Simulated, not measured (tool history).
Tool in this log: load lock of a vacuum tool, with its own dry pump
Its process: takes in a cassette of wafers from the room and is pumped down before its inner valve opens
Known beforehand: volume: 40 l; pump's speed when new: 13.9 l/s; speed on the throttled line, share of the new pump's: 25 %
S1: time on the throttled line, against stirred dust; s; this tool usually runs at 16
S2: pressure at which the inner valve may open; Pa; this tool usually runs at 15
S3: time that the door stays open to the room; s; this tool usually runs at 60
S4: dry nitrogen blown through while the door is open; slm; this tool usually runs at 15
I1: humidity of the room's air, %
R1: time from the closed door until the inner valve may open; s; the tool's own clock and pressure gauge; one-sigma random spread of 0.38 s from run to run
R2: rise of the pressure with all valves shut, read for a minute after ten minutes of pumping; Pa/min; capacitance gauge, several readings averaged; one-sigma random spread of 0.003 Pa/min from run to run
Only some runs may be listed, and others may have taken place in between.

Run 1, hour 0: usual settings; I1 46.4. Result: R1 40.4 s, R2 0.246 Pa/min.
Run 2, hour 184.4: usual settings; I1 46.9. Result: R1 40 s, R2 0.249 Pa/min.
Run 3, hour 392.9: usual settings; I1 45.1. Result: R1 40.2 s, R2 0.265 Pa/min.
Run 4, hour 600.5: usual settings but S4 8 slm; I1 46.4. Result: R1 40.4 s, R2 0.296 Pa/min.
Run 5, hour 726.5: usual settings but S3 26 s, S4 8 slm; I1 44.3. Result: R1 40.8 s, R2 0.276 Pa/min.
Run 6, hour 819.5: usual settings but S3 26 s, S4 8 slm; I1 49.4. Result: R1 40.5 s, R2 0.292 Pa/min.
Run 7, hour 991.8: usual settings but S3 26 s, S4 8 slm; I1 45.1. Result: R1 39.9 s, R2 0.294 Pa/min.
Run 8, hour 1168.3: usual settings but S2 11 Pa; I1 45.9. Result: R1 41.8 s, R2 0.31 Pa/min.
Run 9, hour 1365.5: usual settings but S2 11 Pa; I1 45. Result: R1 41.7 s, R2 0.324 Pa/min.
Run 10, hour 1521.8: usual settings but S2 11 Pa; I1 41.2. Result: R1 41.5 s, R2 0.335 Pa/min.
Run 11, hour 1618.4: usual settings; I1 49.4. Result: R1 41 s, R2 0.348 Pa/min.
Run 12, hour 1706.9: usual settings but S3 114 s; I1 45.3. Result: R1 40.6 s, R2 0.361 Pa/min.
Run 13, hour 1904.2: usual settings but S2 28 Pa; I1 44.9. Result: R1 38.2 s, R2 0.356 Pa/min.
Run 14, hour 2016.5: usual settings but S1 32 s; I1 44.7. Result: R1 52.4 s, R2 0.364 Pa/min.
Run 15, hour 2170.5: usual settings but S3 121 s; I1 46.7. Result: R1 40.7 s, R2 0.395 Pa/min.
Run 16, hour 2379.3: usual settings but S3 121 s; I1 42.9. Result: R1 41.1 s, R2 0.413 Pa/min.
Run 17, hour 2520.2: usual settings but S3 121 s; I1 43.9. Result: R1 41 s, R2 0.427 Pa/min.
Run 18, hour 2716.5: usual settings but S3 121 s; I1 42.6. Result: R1 41.2 s, R2 0.436 Pa/min.
Run 19, hour 2820.1: usual settings but S1 12 s, S3 121 s; I1 45.3. Result: R1 38.1 s, R2 0.441 Pa/min.
Run 20, hour 2967.9: usual settings but S1 12 s, S3 121 s; I1 45.8. Result: R1 38.3 s, R2 0.454 Pa/min.
Run 21, hour 3087.7: usual settings but S1 28 s, S2 13 Pa, S3 32 s, S4 16 slm; I1 46.9. Result: R1 50.5 s, R2 0.424 Pa/min.
Run 22, hour 3267.3: usual settings but S1 28 s, S2 13 Pa, S3 32 s, S4 16 slm; I1 44.3. Result: R1 50.4 s, R2 0.459 Pa/min.
Run 23, hour 3427: usual settings but S1 28 s, S2 13 Pa, S3 135 s, S4 23 slm; I1 44.6. Result: R1 49.8 s, R2 0.482 Pa/min.

What does the tool deliver on the next run?
Run 24, hour 3588: usual settings but S1 28 s, S2 13 Pa, S3 135 s, S4 23 slm; I1 41.1. Result: R1 ?, R2 ?.

Run 24 produced R1 50.3 s, R2 0.489 Pa/min.
Had the tool carried no hidden state, the very same run would have given R1 46.9 s, R2 0.056 Pa/min.

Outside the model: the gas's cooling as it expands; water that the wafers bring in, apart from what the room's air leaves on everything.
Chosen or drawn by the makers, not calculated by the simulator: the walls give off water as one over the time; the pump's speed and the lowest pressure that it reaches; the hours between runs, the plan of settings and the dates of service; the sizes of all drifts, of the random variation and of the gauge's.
